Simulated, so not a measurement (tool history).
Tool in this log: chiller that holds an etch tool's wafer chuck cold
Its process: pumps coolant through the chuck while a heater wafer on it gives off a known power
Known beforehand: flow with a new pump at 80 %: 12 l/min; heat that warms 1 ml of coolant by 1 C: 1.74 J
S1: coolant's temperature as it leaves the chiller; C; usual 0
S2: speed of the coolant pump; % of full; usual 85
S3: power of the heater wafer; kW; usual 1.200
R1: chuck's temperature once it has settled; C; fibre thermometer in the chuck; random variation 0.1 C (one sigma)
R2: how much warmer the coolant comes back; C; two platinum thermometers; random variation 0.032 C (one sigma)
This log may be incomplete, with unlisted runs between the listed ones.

run,hour,S1,S2,S3,R1,R2
1,0.0,0,85,1.200,12.6,3.26
2,28.4,0,85,1.200,12.5,3.28
3,64.8,0,85,1.200,12.7,3.30
4,116.6,0,85,1.200,12.7,3.25
5,168.8,0,85,1.200,12.5,3.28
6,225.5,0,85,1.200,12.6,3.28
7,280.2,0,85,1.200,12.6,3.26
8,340.0,0,85,1.200,12.5,3.28
9,397.6,0,86,1.200,12.4,3.20
10,460.2,0,64,1.200,14.6,4.26
11,495.7,0,64,1.467,17.9,5.19
12,535.4,0,64,1.467,17.9,5.17
13,565.5,0,85,1.200,12.5,3.28
14,619.8,0,85,1.200,12.5,3.29
15,683.1,0,85,1.200,12.7,3.30
16,748.3,0,85,1.200,12.6,3.25
17,808.7,-2,65,0.649,5.8,2.27
18,840.4,0,65,0.905,11.1,3.17
19,868.3,0,65,0.905,11.0,3.17
20,932.1,4,79,1.430,19.6,4.15
21,977.1,0,70,0.977,11.2,3.22
22,1045.0,-5,77,1.160,7.7,3.49
23,1072.7,-5,77,1.160,7.7,3.45
24,1106.7,-5,77,1.160,7.9,3.49
25,1165.6,-7,93,1.182,4.9,2.94
26,1202.0,-7,93,1.182,4.8,2.96
27,1247.3,9,93,1.378,22.9,3.46
28,1280.1,7,85,1.796,25.8,4.84
29,1333.7,0,87,1.308,13.6,3.47
30,1363.0,-7,63,1.225,8.0,4.41
31,1414.8,-7,61,1.005,5.4,3.68

Forecast each of these 4 alternatives for the next run:
A,1467.2,-4,85,0.630,?,?
B,1467.2,-9,72,1.331,?,?
C,1467.2,-8,91,0.841,?,?
D,1467.2,-8,85,1.200,?,?

run,R1,R2
A,2.6,1.73
B,6.3,4.20
C,0.6,2.10
D,4.6,3.22
Had the tool no hidden state, the same runs would have come out as:
run,R1,R2
A,2.6,1.73
B,6.3,4.20
C,0.5,2.10
D,4.6,3.22
